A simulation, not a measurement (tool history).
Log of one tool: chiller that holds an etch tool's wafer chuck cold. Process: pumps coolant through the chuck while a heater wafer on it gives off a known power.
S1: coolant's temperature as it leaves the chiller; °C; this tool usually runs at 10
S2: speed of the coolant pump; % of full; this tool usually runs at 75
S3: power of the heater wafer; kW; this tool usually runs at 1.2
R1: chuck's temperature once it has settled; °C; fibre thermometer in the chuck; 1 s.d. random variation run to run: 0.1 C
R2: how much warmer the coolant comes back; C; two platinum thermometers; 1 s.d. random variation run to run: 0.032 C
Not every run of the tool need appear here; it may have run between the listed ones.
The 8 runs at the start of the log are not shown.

run	hour	S1	S2	S3	R1	R2
9	362.2	10	75	1.2	20.8	3.88
10	419.7	10	75	1.2	20.8	3.93
11	483.6	10	75	1.2	20.9	3.89
12	522.6	10	75	1.2	21	3.89
13	588.7	10	75	1.037	19.6	3.4
14	648.8	10	75	1.037	19.7	3.38
15	695.4	10	75	1.037	19.7	3.45
16	745	10	75	1.037	19.7	3.43
17	797.6	10	75	1.037	19.8	3.41
18	828.1	3	75	1.037	12.7	3.44
19	868.8	1	60	0.714	8.6	2.98
20	897.7	1	60	0.714	9	2.92
21	934.9	18	91	1.032	26.5	2.78
22	975.9	2	86	1.2	12.1	3.47
23	1013.5	6	97	1.251	15.7	3.21
24	1059.7	3	63	1.2	15.9	4.76
25	1092.4	3	63	1.2	15.7	4.8
26	1151.9	3	63	1.2	15.8	4.78
27	1186.3	3	63	1.2	15.7	4.76
28	1254.5	3	63	1.2	15.7	4.8
29	1300.6	19	75	1.2	30.2	4.01
30	1366.7	19	75	1.2	30.4	4.04

Predict the results of run 31:
31	1411.5	19	85	1.2	?	?

{"run 31": {"R1": 29.6, "R2": 3.56}}
Take away the tool's hidden state, keep the run-to-run variation as it was, and the same run would have given R1 28 °C, R2 3.18 C.
